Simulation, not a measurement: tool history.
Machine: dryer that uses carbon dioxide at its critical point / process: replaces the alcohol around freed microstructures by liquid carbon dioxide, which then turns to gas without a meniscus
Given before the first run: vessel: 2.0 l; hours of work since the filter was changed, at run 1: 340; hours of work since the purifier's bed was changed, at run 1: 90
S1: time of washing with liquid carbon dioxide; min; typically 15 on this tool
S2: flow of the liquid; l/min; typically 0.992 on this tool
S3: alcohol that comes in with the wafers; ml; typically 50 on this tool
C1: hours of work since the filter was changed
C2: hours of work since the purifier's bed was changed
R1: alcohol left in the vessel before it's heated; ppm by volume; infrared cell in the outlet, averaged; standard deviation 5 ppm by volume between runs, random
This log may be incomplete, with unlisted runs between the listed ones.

run,hour,S1,S2,S3,C1,C2,R1
1,0.0,15,0.992,50,340,90,74
2,8.8,15,0.992,43,345,96,63
3,23.0,15,0.992,43,354,104,68
4,30.1,15,0.992,43,358,109,75
5,41.7,15,0.992,42,365,116,76
6,56.1,15,1.237,42,374,125,44
7,62.9,15,1.237,42,378,129,50
8,72.3,13,0.992,50,384,135,164
9,85.7,15,0.992,50,392,143,104
# hour 90.5: inlet filter changed
10,98.3,15,0.992,50,5,150,68
11,110.1,15,0.992,50,12,158,69
12,120.6,15,0.992,50,19,164,73
13,133.9,15,0.992,50,27,172,71
14,144.4,15,0.992,50,33,179,71
15,151.6,15,0.992,112,38,183,101
16,159.0,13,0.992,50,42,188,92
17,165.6,13,0.992,50,46,192,108
18,179.1,13,0.992,50,55,200,110
19,191.9,13,0.992,50,63,208,110
20,203.2,15,0.992,50,70,215,96
21,210.8,15,0.992,50,74,220,86
22,223.4,15,0.992,50,82,227,92
23,230.3,15,1.021,50,86,232,84
24,238.5,12,0.612,92,91,237,1641
25,245.0,24,1.674,55,95,241,77
26,254.4,24,0.812,95,101,247,91
27,261.5,15,0.949,53,106,251,106
28,276.2,15,0.992,67,115,260,105
29,284.7,15,0.992,67,120,265,113
30,293.3,15,0.992,67,125,271,116
31,302.3,15,0.992,65,131,276,127
32,313.9,15,0.992,22,138,283,97
33,325.8,13,0.992,50,145,291,152
34,332.4,13,0.992,50,149,295,157
35,345.2,11,0.992,63,157,303,309
36,353.0,11,0.992,63,162,307,302
37,361.0,9,0.992,29,167,312,325
38,370.4,11,0.992,30,173,318,203
39,376.6,16,1.321,43,176,322,99
40,390.0,16,1.321,43,185,330,92
41,401.7,10,1.473,23,192,338,113
42,411.9,17,1.473,41,198,344,98
43,425.5,11,0.795,22,207,352,334
44,435.9,11,0.795,22,213,359,337
45,447.2,18,1.673,32,220,366,113
46,458.9,21,1.307,50,227,373,114

Below, some changes in R1 between adjacent runs. For each, the amount present without the hidden state too (settings, incoming material, random variation) and the amount remaining for the hidden state with gauge scatter not shared by both compared results:
Hidden conditions of the tool in this case: flow that reaches the vessel past the clogged filter, %; alcohol in the recycled carbon dioxide, ppm; drift of the gauge itself on alcohol_ppm, %.
Run 23 -> 24: S1 15 -> 12, S2 1.021 -> 0.612, S3 50 -> 92. R1 +1557 ppm by volume: hidden state +191, all else +1366.
Run 24 -> 25: S1 12 -> 24, S2 0.612 -> 1.674, S3 92 -> 55. R1 -1564 ppm by volume: hidden state -190, all else -1374.
Run 42 -> 43: S1 17 -> 11, S2 1.473 -> 0.795, S3 41 -> 22. R1 +236 ppm by volume: hidden state +73, all else +163.
